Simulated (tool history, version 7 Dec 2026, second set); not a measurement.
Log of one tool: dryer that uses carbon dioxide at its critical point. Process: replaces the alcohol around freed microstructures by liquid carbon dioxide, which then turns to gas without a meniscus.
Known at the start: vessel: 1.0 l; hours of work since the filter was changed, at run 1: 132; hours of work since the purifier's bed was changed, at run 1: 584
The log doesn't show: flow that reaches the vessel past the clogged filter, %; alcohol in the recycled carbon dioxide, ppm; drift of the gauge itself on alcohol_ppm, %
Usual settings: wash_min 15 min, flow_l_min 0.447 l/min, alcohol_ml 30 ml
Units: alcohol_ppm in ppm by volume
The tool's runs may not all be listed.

run   hour  wash_min  flow_l_min  alcohol_ml  hours of work since the filter was changed  hours of work since the purifier's bed was changed  alcohol_ppm
  1      0        15       0.447          30                                         132                                                 584          212
  2   35.6         9       0.447          30                                         152                                                 604         1139
  3   84.1        15       0.447          30                                         180                                                 631          239
  4  136.7        12       0.447          30                                         210                                                 661          481
  5  192.7        12       0.447          30                                         241                                                 693          505
     214.1  -- inlet filter changed
  6  231.6        12       0.447          30                                          10                                                 715          419
  7  261.9        12       0.447          30                                          27                                                 732          433
  8  297.5        12       0.367          23                                          47                                                 752          657
  9  336.8        12       0.367          23                                          70                                                 774          680
 10    372        18       0.447          49                                          90                                                 794          211
 11  401.9        19        0.31          26                                         107                                                 811          326
 12  456.5        15       0.335          55                                         138                                                 842          935
 13  494.6        11       0.488          32                                         159                                                 864          532
 14  520.8        11       0.488          32                                         174                                                 879          530

Forecast each of these 3 alternatives for the next run:
  A  552.8        11       0.488          45                                         192                                                 897            ?
  B  552.8        11       0.488          33                                         192                                                 897            ?
  C  552.8        16       0.347          41                                         192                                                 897            ?

run  alcohol_ppm
  A          683
  B          550
  C          562
Without the tool's hidden state the same runs would have given:
run  alcohol_ppm
  A          409
  B          298
  C          308
